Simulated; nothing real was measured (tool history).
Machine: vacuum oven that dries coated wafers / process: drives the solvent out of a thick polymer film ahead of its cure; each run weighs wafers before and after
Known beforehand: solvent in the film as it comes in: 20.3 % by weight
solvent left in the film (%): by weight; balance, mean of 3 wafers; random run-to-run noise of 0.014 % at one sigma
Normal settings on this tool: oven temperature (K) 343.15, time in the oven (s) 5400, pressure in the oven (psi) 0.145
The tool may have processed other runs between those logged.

run,hour,oven temperature (K),time in the oven (s),pressure in the oven (psi),solvent left in the film (%)
1,0,343.15,5400,0.145,1.41
2,63.6,343.15,5400,0.145,1.41
3,107.6,343.15,5400,0.145,1.39
4,192,343.15,5400,0.145,1.42
5,250.3,343.15,5400,0.145,1.4
6,330.5,343.15,5400,0.145,1.39
7,407.3,343.15,5400,0.145,1.36
8,463.2,343.15,4560,0.145,1.8
9,508.4,343.15,5400,0.193,1.56
10,577,343.15,5400,0.193,1.54
11,667.8,343.15,5400,0.161,1.43
12,720.8,343.15,5400,0.161,1.42
13,793.8,343.15,5400,0.145,1.38
14,879.1,343.15,5400,0.18,1.48
15,959.5,343.15,5400,0.18,1.47
16,1026.2,343.15,4020,0.18,2.27
17,1107.4,345.15,4020,0.18,1.73
18,1170.9,342.15,8460,0.081,0.63
19,1235.4,330.15,6360,0.479,6.8
20,1317.3,343.15,6660,0.145,0.98
21,1356.1,343.15,6660,0.145,1
22,1394,343.15,7860,0.145,0.82
23,1477.3,347.15,8640,0.177,0.68
24,1536.3,347.15,8640,0.177,0.69
25,1618.8,351.15,4920,0.145,0.56
26,1663.8,343.15,8040,0.145,0.81
27,1721,357.15,2760,0.145,0.55
28,1802.7,341.15,6240,0.074,1.08

A few steps of solvent left in the film (%) between consecutive runs. Split each: what settings, incoming material and random variation would produce without the hidden state, and what is left over for the hidden state, along with gauge scatter present in only one of the two compared results (measured, and without hidden state):
Hidden state at play: true wafer temperature over the reading, C; true pressure over the reading, kPa; drift of the gauge itself on solvent_pct, %.
Run 18 -> 19: oven temperature (K) 342.15 -> 330.15, time in the oven (s) 8460 -> 6360, pressure in the oven (psi) 0.081 -> 0.479. solvent left in the film (%) +6.17: hidden state -0.2, all else +6.37.
Run 19 -> 20: oven temperature (K) 330.15 -> 343.15, time in the oven (s) 6360 -> 6660, pressure in the oven (psi) 0.479 -> 0.145. solvent left in the film (%) -5.82: hidden state +0.16, all else -5.98.
